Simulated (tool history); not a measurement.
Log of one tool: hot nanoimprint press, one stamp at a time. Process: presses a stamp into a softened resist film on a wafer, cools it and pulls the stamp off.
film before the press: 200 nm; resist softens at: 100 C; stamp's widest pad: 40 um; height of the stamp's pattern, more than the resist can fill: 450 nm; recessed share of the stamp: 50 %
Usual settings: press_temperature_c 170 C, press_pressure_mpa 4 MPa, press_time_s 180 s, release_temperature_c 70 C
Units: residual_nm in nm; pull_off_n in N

run 1 hour=0 | press_temperature_c=170 press_pressure_mpa=4 press_time_s=180 release_temperature_c=70 | residual_nm=78.4 pull_off_n=129
run 2 hour=25.5 | press_temperature_c=170 press_pressure_mpa=4 press_time_s=180 release_temperature_c=70 | residual_nm=78.2 pull_off_n=135
run 3 hour=43.9 | press_temperature_c=170 press_pressure_mpa=4 press_time_s=197 release_temperature_c=70 | residual_nm=75.1 pull_off_n=129
run 4 hour=68.9 | press_temperature_c=170 press_pressure_mpa=4 press_time_s=197 release_temperature_c=70 | residual_nm=75.1 pull_off_n=136
run 5 hour=84.8 | press_temperature_c=170 press_pressure_mpa=4 press_time_s=197 release_temperature_c=70 | residual_nm=75 pull_off_n=134
run 6 hour=114.3 | press_temperature_c=170 press_pressure_mpa=4 press_time_s=180 release_temperature_c=67 | residual_nm=77.1 pull_off_n=144
run 7 hour=136 | press_temperature_c=170 press_pressure_mpa=4 press_time_s=180 release_temperature_c=67 | residual_nm=77.9 pull_off_n=147
run 8 hour=164.9 | press_temperature_c=170 press_pressure_mpa=4 press_time_s=180 release_temperature_c=67 | residual_nm=77.3 pull_off_n=147
run 9 hour=185.9 | press_temperature_c=170 press_pressure_mpa=2.7 press_time_s=180 release_temperature_c=70 | residual_nm=90.9 pull_off_n=134
-- hour=201.9 plate thermocouple calibrated
run 10 hour=206.8 | press_temperature_c=170 press_pressure_mpa=2.7 press_time_s=180 release_temperature_c=70 | residual_nm=89.1 pull_off_n=135
run 11 hour=223.6 | press_temperature_c=170 press_pressure_mpa=2.7 press_time_s=180 release_temperature_c=70 | residual_nm=89.7 pull_off_n=134
run 12 hour=241.5 | press_temperature_c=170 press_pressure_mpa=2.86 press_time_s=180 release_temperature_c=70 | residual_nm=87.1 pull_off_n=140
run 13 hour=266.9 | press_temperature_c=170 press_pressure_mpa=4 press_time_s=180 release_temperature_c=70 | residual_nm=75.2 pull_off_n=135
run 14 hour=282.5 | press_temperature_c=170 press_pressure_mpa=4 press_time_s=180 release_temperature_c=70 | residual_nm=75.3 pull_off_n=141
run 15 hour=295.4 | press_temperature_c=170 press_pressure_mpa=4 press_time_s=180 release_temperature_c=70 | residual_nm=75.7 pull_off_n=137
run 16 hour=317.9 | press_temperature_c=170 press_pressure_mpa=4 press_time_s=180 release_temperature_c=70 | residual_nm=74.9 pull_off_n=139
-- hour=328.3 plate thermocouple calibrated, once more
run 17 hour=340.4 | press_temperature_c=170 press_pressure_mpa=4 press_time_s=180 release_temperature_c=59 | residual_nm=80.1 pull_off_n=175
run 18 hour=352.8 | press_temperature_c=170 press_pressure_mpa=4 press_time_s=180 release_temperature_c=59 | residual_nm=80 pull_off_n=176
run 19 hour=380.6 | press_temperature_c=170 press_pressure_mpa=4.87 press_time_s=308 release_temperature_c=59 | residual_nm=58.2 pull_off_n=173
run 20 hour=407.3 | press_temperature_c=170 press_pressure_mpa=4.87 press_time_s=308 release_temperature_c=59 | residual_nm=58.5 pull_off_n=171
run 21 hour=425.7 | press_temperature_c=170 press_pressure_mpa=5.73 press_time_s=224 release_temperature_c=70 | residual_nm=62 pull_off_n=145
run 22 hour=448.5 | press_temperature_c=170 press_pressure_mpa=5.73 press_time_s=224 release_temperature_c=70 | residual_nm=61.4 pull_off_n=146
run 23 hour=460.8 | press_temperature_c=170 press_pressure_mpa=3.01 press_time_s=142 release_temperature_c=75 | residual_nm=97.5 pull_off_n=128
run 24 hour=473.7 | press_temperature_c=170 press_pressure_mpa=3.01 press_time_s=187 release_temperature_c=60 | residual_nm=87.9 pull_off_n=175
run 25 hour=487.8 | press_temperature_c=167 press_pressure_mpa=2.85 press_time_s=358 release_temperature_c=70 | residual_nm=78.8 pull_off_n=143
run 26 hour=517.9 | press_temperature_c=170 press_pressure_mpa=5.56 press_time_s=180 release_temperature_c=70 | residual_nm=68.6 pull_off_n=147
run 27 hour=534.4 | press_temperature_c=172 press_pressure_mpa=3.24 press_time_s=161 release_temperature_c=70 | residual_nm=83.2 pull_off_n=155
run 28 hour=549.6 | press_temperature_c=160 press_pressure_mpa=3.24 press_time_s=97 release_temperature_c=70 | residual_nm=151.9 pull_off_n=147
run 29 hour=573.3 | press_temperature_c=160 press_pressure_mpa=3.24 press_time_s=97 release_temperature_c=70 | residual_nm=151.3 pull_off_n=145

The same runs without the tool's hidden state, with the same run-to-run variation:
The hidden state here: true temperature over the reading, C; pressure that arrives at the usual setting, %; grip of the stamp's worn release coat, % over a new coat's; drift of the gauge itself on residual_nm, %; drift of the gauge itself on pull_off_n, %.
run=1 residual_nm=79.8 pull_off_n=127
run=2 residual_nm=79.7 pull_off_n=132
run=3 residual_nm=76.7 pull_off_n=126
run=4 residual_nm=76.7 pull_off_n=132
run=5 residual_nm=76.7 pull_off_n=129
run=6 residual_nm=79 pull_off_n=138
run=7 residual_nm=79.9 pull_off_n=140
run=8 residual_nm=79.4 pull_off_n=140
run=9 residual_nm=93.5 pull_off_n=127
run=10 residual_nm=93.7 pull_off_n=129
run=11 residual_nm=94.3 pull_off_n=127
run=12 residual_nm=91.8 pull_off_n=133
run=13 residual_nm=79.4 pull_off_n=127
run=14 residual_nm=79.7 pull_off_n=133
run=15 residual_nm=80.1 pull_off_n=129
run=16 residual_nm=79.4 pull_off_n=130
run=17 residual_nm=79.7 pull_off_n=159
run=18 residual_nm=79.7 pull_off_n=160
run=19 residual_nm=58 pull_off_n=155
run=20 residual_nm=58.3 pull_off_n=153
run=21 residual_nm=61.8 pull_off_n=130
run=22 residual_nm=61.3 pull_off_n=130
run=23 residual_nm=97.8 pull_off_n=113
run=24 residual_nm=88.3 pull_off_n=155
run=25 residual_nm=79.3 pull_off_n=126
run=26 residual_nm=68.8 pull_off_n=130
run=27 residual_nm=83.7 pull_off_n=136
run=28 residual_nm=152.8 pull_off_n=128
run=29 residual_nm=152.3 pull_off_n=126
